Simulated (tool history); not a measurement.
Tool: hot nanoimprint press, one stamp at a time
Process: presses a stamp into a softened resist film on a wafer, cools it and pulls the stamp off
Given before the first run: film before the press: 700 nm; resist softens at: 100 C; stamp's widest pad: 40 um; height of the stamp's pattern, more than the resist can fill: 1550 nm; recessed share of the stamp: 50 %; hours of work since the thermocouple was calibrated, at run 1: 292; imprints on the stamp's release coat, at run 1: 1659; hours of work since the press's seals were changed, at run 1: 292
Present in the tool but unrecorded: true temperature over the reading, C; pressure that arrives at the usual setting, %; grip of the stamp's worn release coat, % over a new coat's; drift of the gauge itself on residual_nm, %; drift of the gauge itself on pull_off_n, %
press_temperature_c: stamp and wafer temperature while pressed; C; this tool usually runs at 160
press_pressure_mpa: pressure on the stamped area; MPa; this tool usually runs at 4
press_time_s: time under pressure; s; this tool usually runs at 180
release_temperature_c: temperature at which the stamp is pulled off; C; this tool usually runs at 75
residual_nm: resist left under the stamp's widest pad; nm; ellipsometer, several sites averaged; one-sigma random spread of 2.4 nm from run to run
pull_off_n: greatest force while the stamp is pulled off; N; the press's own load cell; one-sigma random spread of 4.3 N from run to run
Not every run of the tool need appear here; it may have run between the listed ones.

| run | hour | press_temperature_c | press_pressure_mpa | press_time_s | release_temperature_c | hours of work since the thermocouple was calibrated | imprints on the stamp's release coat | hours of work since the press's seals were changed | residual_nm | pull_off_n |
|---|---|---|---|---|---|---|---|---|---|---|
| 1 | 0 | 160 | 4 | 180 | 75 | 292 | 1659 | 292 | 418.3 | 265 |
| 2 | 17.9 | 160 | 4 | 180 | 75 | 299 | 1695 | 299 | 419.7 | 269 |
| 3 | 29.6 | 160 | 4 | 180 | 75 | 305 | 1718 | 305 | 421.6 | 252 |
| 4 | 43.3 | 160 | 4 | 200 | 75 | 311 | 1745 | 311 | 401.8 | 265 |
| 5 | 57.6 | 160 | 4 | 200 | 75 | 317 | 1773 | 317 | 402.3 | 258 |
| 6 | 68.6 | 160 | 4 | 200 | 75 | 322 | 1795 | 322 | 405 | 268 |
| 7 | 80.7 | 160 | 4 | 200 | 75 | 327 | 1819 | 327 | 408.5 | 266 |
|  | 92 | stamp cleaned and given a new release coat |
| 8 | 104.3 | 160 | 4 | 200 | 75 | 335 | 25 | 335 | 407.3 | 214 |
| 9 | 117.4 | 160 | 4 | 200 | 75 | 340 | 51 | 340 | 406.8 | 214 |
| 10 | 137.6 | 160 | 4 | 200 | 75 | 349 | 91 | 349 | 410.1 | 216 |
| 11 | 152.4 | 160 | 4.42 | 180 | 75 | 356 | 120 | 356 | 415 | 220 |
| 12 | 173.6 | 160 | 6.03 | 180 | 75 | 365 | 162 | 365 | 368.2 | 212 |
| 13 | 183.3 | 157 | 4 | 180 | 75 | 369 | 181 | 369 | 483.2 | 214 |
| 14 | 195.6 | 157 | 4 | 180 | 75 | 375 | 206 | 375 | 480.5 | 219 |
| 15 | 208.7 | 157 | 4 | 180 | 75 | 381 | 232 | 381 | 483 | 221 |

Estimate the outcome of run 16 from the log above:
| 16 | 227.2 | 157 | 4 | 92 | 81 | 389 | 268 | 389 | ? | ? |

residual_nm: 556.6 nm
pull_off_n: 204 N
With no hidden state in the tool, this same run would have given residual_nm 528.7 nm, pull_off_n 193 N.
